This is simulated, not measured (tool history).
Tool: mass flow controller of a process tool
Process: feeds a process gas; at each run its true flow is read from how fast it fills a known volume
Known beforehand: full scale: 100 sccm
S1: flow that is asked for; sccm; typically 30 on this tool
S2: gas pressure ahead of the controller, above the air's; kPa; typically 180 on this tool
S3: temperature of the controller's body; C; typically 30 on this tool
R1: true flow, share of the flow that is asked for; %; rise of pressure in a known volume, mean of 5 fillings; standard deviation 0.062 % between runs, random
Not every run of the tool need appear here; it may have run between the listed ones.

run    hour  S1   S2  S3      R1
  1       0  30  180  30   99.38
  2   167.7  30  180  39   98.68
  3   307.5  30  180  24  100.18
  4     533  30  182  24  100.01
  5   741.6  30  182  24  100.14
  6   902.3  96  180  30  100.05
  7  1109.9  96  180  30   100.1
  8  1287.4  96  180  30  100.31
  9  1518.9  30  180  30   99.97
 10  1664.7  30  180  30  100.15
 11  1777.6  30  180  30  100.03
 12  1927.1  30  180  34    99.9
 13    2098  30  180  34   99.92
 14  2265.1  30  180  34   99.94
 15  2390.2  30  180  34  100.08
 16  2528.3  30  219  37    99.4
 17  2713.2  96  154  29  101.15
 18  2924.8  96  154  29  101.18
 19  3057.9  96  154  29  101.32
 20  3271.9  54  234  22  101.04
 21    3483  22  234  30  100.34
 22  3607.4  22  234  30  100.41
 23  3734.4  30  176  24  101.43
 24  3869.3  30  180  26  101.35
 25  4052.2  29  154  30  101.21
 26  4261.3  51  180  29  101.31
 27  4378.6  51  180  29   101.4
     4406.6  -- gauge calibrated
 28  4497.6  12  191  28   99.48
 29  4621.2  87  180  38   99.04

For some of the steps in R1 from one run to the next: how much would appear even if the tool had no hidden state, given the settings, what came in and random variation, and how much remains for the hidden state plus any gauge scatter that the measured result and the result without hidden state don't share?
The hidden state here: flow at rest that the sensor doesn't see, % of full scale; true flow over the shown one, %; drift of the gauge itself on true_pct, %.
Run 8 -> 9: S1 96 -> 30. R1 -0.34 %: hidden state +0.1, all else -0.44.
Run 16 -> 17: S1 30 -> 96, S2 219 -> 154, S3 37 -> 29. R1 +1.75 %: hidden state +0.1, all else +1.65.
Run 27 -> 28: S1 51 -> 12, S2 180 -> 191, S3 29 -> 28, gauge calibrated. R1 -1.92 %: hidden state -1.74, all else -0.18.
